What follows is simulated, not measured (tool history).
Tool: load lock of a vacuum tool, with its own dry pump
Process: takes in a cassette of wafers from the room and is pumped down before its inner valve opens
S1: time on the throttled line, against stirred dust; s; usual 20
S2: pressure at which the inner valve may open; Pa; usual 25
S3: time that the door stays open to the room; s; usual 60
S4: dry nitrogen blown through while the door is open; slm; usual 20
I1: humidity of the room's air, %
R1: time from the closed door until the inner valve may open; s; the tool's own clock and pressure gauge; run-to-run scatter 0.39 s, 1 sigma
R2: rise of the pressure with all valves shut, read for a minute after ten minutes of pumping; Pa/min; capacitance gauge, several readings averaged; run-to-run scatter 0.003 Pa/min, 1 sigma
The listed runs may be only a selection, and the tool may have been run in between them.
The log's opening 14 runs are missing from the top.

{"run": 15, "hour": 2529.5, "S1": 20, "S2": 25, "S3": 122, "S4": 20, "I1": 47.2, "R1": 41.4, "R2": 0.123}
{"run": 16, "hour": 2801.5, "S1": 20, "S2": 25, "S3": 122, "S4": 20, "I1": 44.2, "R1": 41.8, "R2": 0.126}
{"run": 17, "hour": 2981.9, "S1": 20, "S2": 25, "S3": 122, "S4": 20, "I1": 45.7, "R1": 41.9, "R2": 0.129}
{"run": 18, "hour": 3169.8, "S1": 20, "S2": 25, "S3": 60, "S4": 20, "I1": 45.1, "R1": 42.2, "R2": 0.135}
{"run": 19, "hour": 3368.0, "S1": 20, "S2": 25, "S3": 60, "S4": 20, "I1": 43.3, "R1": 41.6, "R2": 0.133}
{"run": 20, "hour": 3583.2, "S1": 20, "S2": 25, "S3": 60, "S4": 20, "I1": 45.3, "R1": 42.6, "R2": 0.139}
{"run": 21, "hour": 3875.2, "S1": 40, "S2": 29, "S3": 52, "S4": 20, "I1": 44.9, "R1": 56.8, "R2": 0.144}
{"run": 22, "hour": 4017.8, "S1": 20, "S2": 25, "S3": 87, "S4": 5, "I1": 42.3, "R1": 42.1, "R2": 0.166}
{"run": 23, "hour": 4145.0, "S1": 20, "S2": 25, "S3": 87, "S4": 5, "I1": 41.8, "R1": 41.8, "R2": 0.17}
{"run": 24, "hour": 4441.6, "S1": 20, "S2": 25, "S3": 87, "S4": 5, "I1": 47.0, "R1": 41.8, "R2": 0.18}
{"run": 25, "hour": 4718.1, "S1": 20, "S2": 37, "S3": 87, "S4": 37, "I1": 44.9, "R1": 41.2, "R2": 0.156}
{"run": 26, "hour": 5016.3, "S1": 20, "S2": 37, "S3": 87, "S4": 37, "I1": 47.5, "R1": 41.3, "R2": 0.164}
{"run": 27, "hour": 5186.1, "S1": 20, "S2": 25, "S3": 87, "S4": 8, "I1": 42.8, "R1": 41.9, "R2": 0.186}
{"run": 28, "hour": 5364.8, "S1": 18, "S2": 25, "S3": 45, "S4": 20, "I1": 45.4, "R1": 41.2, "R2": 0.174}
{"run": 29, "hour": 5525.7, "S1": 18, "S2": 25, "S3": 98, "S4": 20, "I1": 46.5, "R1": 41.0, "R2": 0.182}
{"run": 30, "hour": 5731.6, "S1": 18, "S2": 25, "S3": 98, "S4": 20, "I1": 48.9, "R1": 41.2, "R2": 0.189}
{"run": 31, "hour": 5935.2, "S1": 18, "S2": 22, "S3": 142, "S4": 20, "I1": 45.0, "R1": 41.1, "R2": 0.193}
{"run": 32, "hour": 6071.2, "S1": 18, "S2": 22, "S3": 142, "S4": 20, "I1": 44.7, "R1": 42.1, "R2": 0.197}
{"run": 33, "hour": 6346.4, "S1": 18, "S2": 22, "S3": 142, "S4": 20, "I1": 46.4, "R1": 42.0, "R2": 0.196}
{"run": 34, "hour": 6588.1, "S1": 18, "S2": 22, "S3": 142, "S4": 20, "I1": 44.0, "R1": 41.5, "R2": 0.212}
{"run": 35, "hour": 6803.2, "S1": 18, "S2": 46, "S3": 60, "S4": 20, "I1": 47.7, "R1": 38.7, "R2": 0.211}
{"run": 36, "hour": 7005.2, "S1": 18, "S2": 46, "S3": 60, "S4": 20, "I1": 44.6, "R1": 39.5, "R2": 0.216}

Consider 4 possible next runs. They are alternatives, not a sequence: every one starts from the tool as it was left by run 36. What does each give?
{"run": "A", "hour": 7127.6, "S1": 20, "S2": 26, "S3": 60, "S4": 20, "I1": 45.4, "R1": "?", "R2": "?"}
{"run": "B", "hour": 7127.6, "S1": 31, "S2": 29, "S3": 27, "S4": 20, "I1": 44.7, "R1": "?", "R2": "?"}
{"run": "C", "hour": 7127.6, "S1": 18, "S2": 25, "S3": 84, "S4": 10, "I1": 43.9, "R1": "?", "R2": "?"}
{"run": "D", "hour": 7127.6, "S1": 40, "S2": 46, "S3": 34, "S4": 6, "I1": 47.5, "R1": "?", "R2": "?"}

run=A R1=43.2 R2=0.215
run=B R1=50.9 R2=0.220
run=C R1=40.6 R2=0.228
run=D R1=55.7 R2=0.228
Without the tool's unlogged condition, the same runs would have read:
run=A R1=41.3 R2=0.018
run=B R1=49.3 R2=0.014
run=C R1=38.6 R2=0.025
run=D R1=54.4 R2=0.027
